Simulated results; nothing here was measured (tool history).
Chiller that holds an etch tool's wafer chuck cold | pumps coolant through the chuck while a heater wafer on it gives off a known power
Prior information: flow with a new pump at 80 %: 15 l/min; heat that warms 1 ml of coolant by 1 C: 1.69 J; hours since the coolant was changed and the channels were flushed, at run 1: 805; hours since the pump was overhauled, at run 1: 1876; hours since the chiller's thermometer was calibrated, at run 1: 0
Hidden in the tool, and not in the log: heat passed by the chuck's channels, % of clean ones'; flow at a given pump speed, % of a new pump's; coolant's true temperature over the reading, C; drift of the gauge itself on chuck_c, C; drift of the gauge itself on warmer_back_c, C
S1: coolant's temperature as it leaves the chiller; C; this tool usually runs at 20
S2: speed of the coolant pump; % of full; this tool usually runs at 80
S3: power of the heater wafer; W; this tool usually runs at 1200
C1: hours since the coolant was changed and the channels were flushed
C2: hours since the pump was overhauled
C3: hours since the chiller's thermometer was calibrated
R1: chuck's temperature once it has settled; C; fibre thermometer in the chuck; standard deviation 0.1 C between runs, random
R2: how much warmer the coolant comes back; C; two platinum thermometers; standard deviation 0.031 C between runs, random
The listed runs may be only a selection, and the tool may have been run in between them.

run	hour	S1	S2	S3	C1	C2	C3	R1	R2
1	0	20	80	1200	805	1876	0	27.7	2.87
2	97.8	20	80	1200	902	1974	98	27.9	2.83
3	249.4	20	80	1200	1054	2125	249	27.6	2.84
4	428.8	20	80	1200	1233	2305	429	27.7	2.87
5	527.3	20	80	1200	1332	2403	527	27.7	2.83
6	642.5	20	80	1200	1447	2518	642	27.8	2.82
7	760.7	20	85	1200	1565	2637	761	27.3	2.71
8	906	20	80	888	1710	2782	906	26	2.08
9	1005	20	80	888	1810	2881	1005	25.6	2.12
10	1096.4	20	80	888	1901	2972	1096	25.7	2.06

Forecast run 11:
11	1293.6	20	80	888	2098	3170	1294	?	?

R1: 25.8 C
R2: 2.09 C
With the hidden condition absent and the run-to-run variation left alone, this run would have shown R1 25.8 C, R2 2.09 C.
